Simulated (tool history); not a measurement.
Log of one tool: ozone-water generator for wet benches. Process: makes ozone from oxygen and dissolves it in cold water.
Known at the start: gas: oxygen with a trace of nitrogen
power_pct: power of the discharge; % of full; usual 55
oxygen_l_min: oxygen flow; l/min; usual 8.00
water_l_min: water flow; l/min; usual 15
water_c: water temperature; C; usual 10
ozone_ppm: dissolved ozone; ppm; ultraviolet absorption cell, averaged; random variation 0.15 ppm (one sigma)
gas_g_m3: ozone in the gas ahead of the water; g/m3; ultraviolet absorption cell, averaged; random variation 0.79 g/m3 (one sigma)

run      day  power_pct  oxygen_l_min  water_l_min  water_c  ozone_ppm  gas_g_m3
  1    0.000         55          8.00           15       10       17.2     118.7
  2    4.450         46          8.00           15       10       15.1     102.9
  3    8.283         55          8.00           15       10       16.8     118.6
  4   12.358         55          8.00           15       10       17.1     117.4
  5   14.592         55          8.00           15       10       16.8     117.1
  6   19.429         55          8.00           15       10       16.8     117.0
  7   23.646         55          8.00           15       10       16.8     117.1
  8   26.271         55          8.00           15       10       16.8     117.3
  9   28.829         55          8.00           15       10       16.8     117.1
 10   32.962         55          8.00           15       10       16.6     117.2
 11   35.721         55          8.00           15       10       16.6     116.4
 12   40.233         55          8.00           15       10       16.5     114.2
 13   45.146         55          8.00           15       10       16.6     115.7
 14   48.504         55          8.00           15       10       16.3     115.5
 15   52.521         55          8.00           15       10       16.3     116.1
 16   57.192         55          8.00           15       10       16.2     115.4
      58.467  -- water thermometer calibrated
      61.908  -- contactor cleaned
 17   61.908         55          8.00           15       10       17.5     114.7
 18   65.908         97          4.62           20       13       17.8     211.8
 19   70.988         97          4.42           15        7       25.2     219.5
 20   75.179         55          8.80           11       10       21.5     109.8
 21   79.358         74          8.60           11       10       25.9     137.7
 22   82.512         74          8.60           11       10       26.3     136.5
 23   86.300         53          4.83           10       10       21.7     133.7
 24   88.954         53          4.83           10       10       21.9     135.3
      89.767  -- water thermometer calibrated, once more
 25   93.438         53          4.83           10       10       22.3     135.6
 26   97.992         53          4.83           10       10       21.8     134.6
 27  101.104         40          4.83           18       13       10.6     111.7
 28  105.029         40          4.59           19       11       10.0     111.9
 29  107.308         55          6.45           20       15       12.0     121.5
 30  109.571         55          8.00           15       16       15.1     113.1
 31  112.442         55          8.00           15        6       18.3     111.1
 32  117.042         55          8.00           15        6       17.9     112.1

Run 33 comes next. What will it give?
 33  121.662         55         14.31           17        8          ?         ?

ozone_ppm: 15.9 ppm
gas_g_m3: 88.1 g/m3
Without the tool's hidden state the same run would have given ozone_ppm 17.8 ppm, gas_g_m3 96.7 g/m3.
